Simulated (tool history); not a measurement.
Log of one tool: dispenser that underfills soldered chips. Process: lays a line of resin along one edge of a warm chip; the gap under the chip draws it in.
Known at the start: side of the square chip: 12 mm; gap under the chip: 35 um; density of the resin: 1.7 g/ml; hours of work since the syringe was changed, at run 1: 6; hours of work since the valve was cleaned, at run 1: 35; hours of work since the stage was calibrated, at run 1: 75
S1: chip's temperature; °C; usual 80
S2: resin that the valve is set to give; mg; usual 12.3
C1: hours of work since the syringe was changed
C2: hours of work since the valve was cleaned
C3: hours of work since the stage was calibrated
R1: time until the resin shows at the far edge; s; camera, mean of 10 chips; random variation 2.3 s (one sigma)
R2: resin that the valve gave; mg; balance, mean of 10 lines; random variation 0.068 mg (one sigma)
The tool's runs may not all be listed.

Run 1, hour 0.0: usual settings; C1 6; C2 35; C3 75. Result: R1 294.4 s, R2 11.99 mg.
At hour 4.6: new syringe of resin.
Run 2, hour 4.7: usual settings; C1 0; C2 38; C3 79. Result: R1 225.8 s, R2 11.97 mg.
Run 3, hour 7.6: usual settings; C1 2; C2 40; C3 81. Result: R1 252.6 s, R2 11.85 mg.
Run 4, hour 12.5: usual settings but S1 66 °C; C1 6; C2 44; C3 84. Result: R1 463.9 s, R2 11.89 mg.
Run 5, hour 15.6: usual settings but S1 66 °C; C1 8; C2 46; C3 87. Result: R1 529.9 s, R2 11.80 mg.
At hour 17.3: new syringe of resin.
Run 6, hour 20.2: usual settings but S1 66 °C; C1 2; C2 49; C3 90. Result: R1 397.5 s, R2 11.85 mg.
Run 7, hour 23.4: usual settings but S1 66 °C; C1 4; C2 51; C3 92. Result: R1 429.9 s, R2 11.80 mg.
Run 8, hour 28.4: usual settings but S1 66 °C; C1 8; C2 55; C3 96. Result: R1 522.0 s, R2 11.68 mg.
At hour 29.8: new syringe of resin.
Run 9, hour 31.1: usual settings but S1 66 °C; C1 1; C2 57; C3 98. Result: R1 371.0 s, R2 11.70 mg.
Run 10, hour 35.8: usual settings but S1 66 °C; C1 4; C2 60; C3 101. Result: R1 446.5 s, R2 11.70 mg.
Run 11, hour 38.1: usual settings but S1 66 °C; C1 6; C2 62; C3 103. Result: R1 477.7 s, R2 11.57 mg.
Run 12, hour 40.5: usual settings but S1 89 °C, S2 13.8 mg; C1 8; C2 64; C3 104. Result: R1 248.2 s, R2 13.02 mg.
At hour 42.4: new syringe of resin.
Run 13, hour 45.2: usual settings but S1 68 °C, S2 10.9 mg; C1 2; C2 67; C3 108. Result: R1 383.6 s, R2 10.26 mg.
Run 14, hour 49.5: usual settings but S1 68 °C, S2 10.9 mg; C1 5; C2 70; C3 111. Result: R1 442.2 s, R2 10.19 mg.
Run 15, hour 53.7: usual settings but S1 72 °C, S2 14.6 mg; C1 8; C2 73; C3 114. Result: R1 424.5 s, R2 13.72 mg.
At hour 55.0: new syringe of resin.
Run 16, hour 58.8: usual settings but S1 72 °C, S2 14.6 mg; C1 3; C2 77; C3 117. Result: R1 327.0 s, R2 13.71 mg.
Run 17, hour 61.4: usual settings but S1 71 °C, S2 14.0 mg; C1 5; C2 79; C3 119. Result: R1 366.0 s, R2 13.01 mg.
Run 18, hour 63.6: usual settings but S1 67 °C, S2 13.6 mg; C1 6; C2 80; C3 121. Result: R1 450.6 s, R2 12.61 mg.
Run 19, hour 65.8: usual settings but S1 87 °C, S2 15.3 mg; C1 8; C2 82; C3 123. Result: R1 256.2 s, R2 14.29 mg.
At hour 67.6: new syringe of resin.
Run 20, hour 71.2: usual settings but S1 89 °C, S2 15.3 mg; C1 3; C2 86; C3 126. Result: R1 195.4 s, R2 14.18 mg.
Run 21, hour 74.8: usual settings but S1 89 °C, S2 15.3 mg; C1 5; C2 88; C3 129. Result: R1 219.2 s, R2 14.34 mg.
Run 22, hour 78.3: usual settings but S1 74 °C, S2 11.1 mg; C1 8; C2 91; C3 131. Result: R1 417.6 s, R2 10.22 mg.

4 ways to go on from here, each from the tool as it stands after run 22. What would each give?
At hour 80.4: new syringe of resin.
Run A, hour 83.7: usual settings but S1 78 °C, S2 13.0 mg; C1 2; C2 95; C3 135. Result: R1 ?, R2 ?.
At hour 80.4: new syringe of resin.
Run B, hour 83.7: usual settings but S1 82 °C, S2 11.8 mg; C1 2; C2 95; C3 135. Result: R1 ?, R2 ?.
At hour 80.4: new syringe of resin.
Run C, hour 83.7: usual settings but S1 84 °C, S2 11.7 mg; C1 2; C2 95; C3 135. Result: R1 ?, R2 ?.
At hour 80.4: new syringe of resin.
Run D, hour 83.7: usual settings but S1 74 °C, S2 12.6 mg; C1 2; C2 95; C3 135. Result: R1 ?, R2 ?.

run     R1     R2
  A  264.7  11.94
  B  240.0  10.84
  C  228.3  10.89
  D  304.4  11.55
Without the tool's hidden state the same runs would have given:
run     R1     R2
  A  242.8  12.98
  B  218.3  11.78
  C  207.3  11.84
  D  278.9  12.55

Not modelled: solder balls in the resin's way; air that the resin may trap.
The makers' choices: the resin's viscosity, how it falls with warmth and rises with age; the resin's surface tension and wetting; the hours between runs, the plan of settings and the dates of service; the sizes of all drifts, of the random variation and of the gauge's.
